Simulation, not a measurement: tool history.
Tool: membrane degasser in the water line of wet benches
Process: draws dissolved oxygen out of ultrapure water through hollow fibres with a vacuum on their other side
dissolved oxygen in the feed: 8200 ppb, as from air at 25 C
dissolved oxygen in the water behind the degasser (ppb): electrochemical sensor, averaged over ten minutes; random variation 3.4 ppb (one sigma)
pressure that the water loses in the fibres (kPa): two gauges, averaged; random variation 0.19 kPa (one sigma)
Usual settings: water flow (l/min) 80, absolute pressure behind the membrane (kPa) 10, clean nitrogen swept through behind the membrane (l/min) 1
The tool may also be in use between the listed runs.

| run | hour | water flow (l/min) | absolute pressure behind the membrane (kPa) | clean nitrogen swept through behind the membrane (l/min) | dissolved oxygen in the water behind the degasser (ppb) | pressure that the water loses in the fibres (kPa) |
|---|---|---|---|---|---|---|
| 1 | 0 | 80 | 10 | 1 | 1049.5 | 48.89 |
| 2 | 40.7 | 80 | 10 | 1 | 1045.8 | 49.14 |
| 3 | 72.2 | 80 | 10 | 1 | 1049.6 | 49.42 |
| 4 | 120.4 | 80 | 10 | 1 | 1047.1 | 49.24 |
| 5 | 153.9 | 80 | 10 | 1 | 1053.6 | 49.12 |
| 6 | 200.1 | 80 | 10 | 1 | 1043.1 | 49.11 |
| 7 | 246.1 | 80 | 10 | 1 | 1049.8 | 49.73 |
| 8 | 274.4 | 64 | 10 | 1 | 833.1 | 39.3 |
| 9 | 320.2 | 80 | 10 | 1 | 1054.4 | 49.27 |
| 10 | 359.6 | 80 | 10 | 1 | 1046.9 | 49.13 |
| 11 | 415.2 | 57 | 6.7 | 0.64 | 562.8 | 34.76 |
| 12 | 440.1 | 56 | 18.7 | 0.79 | 1690.1 | 34.33 |
| 13 | 465.3 | 80 | 10 | 1.67 | 817.7 | 49.27 |
| 14 | 491 | 92 | 10 | 1.62 | 991.5 | 56.66 |
| 15 | 531.9 | 92 | 10 | 1.62 | 995.8 | 56.51 |
| 16 | 574.8 | 92 | 14.7 | 0.75 | 1994.4 | 56.66 |
| 17 | 632.8 | 92 | 25 | 2.76 | 1563.6 | 56.47 |
| 18 | 661.8 | 92 | 25 | 2.76 | 1555.8 | 56.67 |
| 19 | 698.6 | 80 | 19.6 | 1 | 1989.2 | 49.46 |

Not shown: 2 entries that the log had between the listed runs. Between which runs, and how does the tool's hidden state differ before and after?
Between runs 11 and 12: vacuum gauge calibrated (hour 420.9)
  true pressure behind the membrane over the reading, kPa: 0.15 -> 0.25; air that leaks in behind the membrane, l/min: 0.0222 -> 0.0223
  measured less the result without the state, dissolved oxygen in the water behind the degasser (ppb): +16.9 -> +17.5; pressure that the water loses in the fibres (kPa): +0.09 -> +0.1
Between runs 16 and 17: vacuum gauge calibrated, once more (hour 578.9)
  true pressure behind the membrane over the reading, kPa: 0.25 -> 0.01; air that leaks in behind the membrane, l/min: 0.0227 -> 0.0229
  measured less the result without the state, dissolved oxygen in the water behind the degasser (ppb): +23.1 -> +6.6; pressure that the water loses in the fibres (kPa): +0.21 -> +0.22
